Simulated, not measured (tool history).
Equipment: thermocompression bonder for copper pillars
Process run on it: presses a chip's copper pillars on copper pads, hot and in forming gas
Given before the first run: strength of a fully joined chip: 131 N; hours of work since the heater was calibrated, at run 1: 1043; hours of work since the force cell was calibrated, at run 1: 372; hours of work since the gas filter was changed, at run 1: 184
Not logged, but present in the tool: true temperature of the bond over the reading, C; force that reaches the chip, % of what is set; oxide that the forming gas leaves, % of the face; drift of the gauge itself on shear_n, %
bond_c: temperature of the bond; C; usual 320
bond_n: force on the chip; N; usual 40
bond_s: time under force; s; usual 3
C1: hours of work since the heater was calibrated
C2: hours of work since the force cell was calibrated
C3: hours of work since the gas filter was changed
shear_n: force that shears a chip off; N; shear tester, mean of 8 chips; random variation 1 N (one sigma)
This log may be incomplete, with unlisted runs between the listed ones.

run 1 hour=0 | bond_c=320 bond_n=40 bond_s=3 | C1=1043 C2=372 C3=184 | shear_n=80.2
-- hour=29 heater calibrated with a thermocouple chip
run 2 hour=38.5 | bond_c=320 bond_n=40 bond_s=3 | C1=5 C2=392 C3=204 | shear_n=83.5
run 3 hour=77.9 | bond_c=320 bond_n=40 bond_s=3 | C1=27 C2=413 C3=226 | shear_n=81.8
run 4 hour=103.7 | bond_c=320 bond_n=40 bond_s=3 | C1=41 C2=427 C3=240 | shear_n=82.4
run 5 hour=129.1 | bond_c=320 bond_n=40 bond_s=3 | C1=55 C2=441 C3=253 | shear_n=81
run 6 hour=175.3 | bond_c=320 bond_n=40 bond_s=3 | C1=80 C2=466 C3=279 | shear_n=77.9
run 7 hour=197.8 | bond_c=320 bond_n=40 bond_s=3 | C1=92 C2=478 C3=291 | shear_n=79.3
-- hour=216.6 forming gas filter changed
run 8 hour=225.4 | bond_c=342 bond_n=40 bond_s=3 | C1=107 C2=493 C3=5 | shear_n=106.6
run 9 hour=261.4 | bond_c=320 bond_n=40 bond_s=3 | C1=126 C2=513 C3=24 | shear_n=88.8
run 10 hour=294.8 | bond_c=320 bond_n=40 bond_s=3 | C1=144 C2=531 C3=43 | shear_n=85.7
run 11 hour=330.3 | bond_c=320 bond_n=40 bond_s=3 | C1=164 C2=550 C3=62 | shear_n=86.4
run 12 hour=363.3 | bond_c=320 bond_n=40 bond_s=3 | C1=182 C2=568 C3=80 | shear_n=85.8
run 13 hour=410.9 | bond_c=320 bond_n=39 bond_s=3 | C1=208 C2=594 C3=106 | shear_n=82.9
run 14 hour=441 | bond_c=320 bond_n=39 bond_s=3 | C1=224 C2=610 C3=122 | shear_n=83.3
run 15 hour=472.2 | bond_c=320 bond_n=39 bond_s=3 | C1=241 C2=628 C3=139 | shear_n=81.7
run 16 hour=497.6 | bond_c=320 bond_n=39 bond_s=2 | C1=255 C2=641 C3=153 | shear_n=71.9
run 17 hour=537.3 | bond_c=320 bond_n=39 bond_s=2 | C1=277 C2=663 C3=175 | shear_n=72
run 18 hour=584.9 | bond_c=320 bond_n=29 bond_s=3 | C1=302 C2=689 C3=201 | shear_n=67.3
run 19 hour=615 | bond_c=320 bond_n=29 bond_s=3 | C1=319 C2=705 C3=217 | shear_n=65.4
run 20 hour=647.8 | bond_c=320 bond_n=29 bond_s=3 | C1=337 C2=723 C3=235 | shear_n=64.7
run 21 hour=673.1 | bond_c=338 bond_n=34 bond_s=3 | C1=351 C2=737 C3=249 | shear_n=84.8
run 22 hour=698.6 | bond_c=338 bond_n=51 bond_s=5 | C1=364 C2=751 C3=263 | shear_n=107.7
run 23 hour=736 | bond_c=334 bond_n=40 bond_s=2 | C1=385 C2=771 C3=283 | shear_n=79.1
run 24 hour=757.3 | bond_c=321 bond_n=26 bond_s=3 | C1=396 C2=783 C3=294 | shear_n=59.1
-- hour=767.8 forming gas filter changed
run 25 hour=790.4 | bond_c=330 bond_n=30 bond_s=4 | C1=414 C2=801 C3=12 | shear_n=86.7
run 26 hour=812.2 | bond_c=330 bond_n=50 bond_s=4 | C1=426 C2=812 C3=24 | shear_n=107.6
run 27 hour=850.2 | bond_c=312 bond_n=51 bond_s=4 | C1=447 C2=833 C3=45 | shear_n=94.7
run 28 hour=897.8 | bond_c=320 bond_n=40 bond_s=8 | C1=473 C2=859 C3=71 | shear_n=104.4
run 29 hour=946 | bond_c=320 bond_n=40 bond_s=8 | C1=499 C2=885 C3=97 | shear_n=101.4
run 30 hour=966.6 | bond_c=299 bond_n=48 bond_s=2 | C1=510 C2=896 C3=108 | shear_n=65.1
run 31 hour=1000.5 | bond_c=299 bond_n=48 bond_s=2 | C1=529 C2=915 C3=127 | shear_n=63.8
run 32 hour=1030.1 | bond_c=299 bond_n=48 bond_s=2 | C1=545 C2=931 C3=143 | shear_n=63.1
run 33 hour=1072 | bond_c=329 bond_n=37 bond_s=4 | C1=568 C2=954 C3=166 | shear_n=88.3
run 34 hour=1092.2 | bond_c=307 bond_n=59 bond_s=3 | C1=578 C2=965 C3=177 | shear_n=86.8
run 35 hour=1135.6 | bond_c=307 bond_n=59 bond_s=3 | C1=602 C2=989 C3=200 | shear_n=85.6
run 36 hour=1161.7 | bond_c=315 bond_n=46 bond_s=3 | C1=616 C2=1003 C3=215 | shear_n=79.8
run 37 hour=1201.8 | bond_c=317 bond_n=49 bond_s=3 | C1=638 C2=1025 C3=236 | shear_n=84
run 38 hour=1248.5 | bond_c=317 bond_n=49 bond_s=3 | C1=664 C2=1050 C3=262 | shear_n=80.9

How the hidden state differs across the entries between the runs, from the last listed run before each to the first after it:
From run 1 to run 2: heater calibrated with a thermocouple chip (hour 29)
  true temperature of the bond over the reading, C: -9.2 -> -1.3; force that reaches the chip, % of what is set: 98 -> 97.9; oxide that the forming gas leaves, % of the face: 8.19 -> 8.97
  measured result minus the result with no hidden state, shear_n: -15 -> -9.7 N
From run 7 to run 8: forming gas filter changed (hour 216.6)
  true temperature of the bond over the reading, C: -2 -> -2.1; oxide that the forming gas leaves, % of the face: 12.53 -> 0.69
  measured result minus the result with no hidden state, shear_n: -13.7 -> -2.6 N
From run 24 to run 25: forming gas filter changed (hour 767.8)
  true temperature of the bond over the reading, C: -4.4 -> -4.5; force that reaches the chip, % of what is set: 95.9 -> 95.8; oxide that the forming gas leaves, % of the face: 12.17 -> 1.21
  measured result minus the result with no hidden state, shear_n: -13 -> -6 N

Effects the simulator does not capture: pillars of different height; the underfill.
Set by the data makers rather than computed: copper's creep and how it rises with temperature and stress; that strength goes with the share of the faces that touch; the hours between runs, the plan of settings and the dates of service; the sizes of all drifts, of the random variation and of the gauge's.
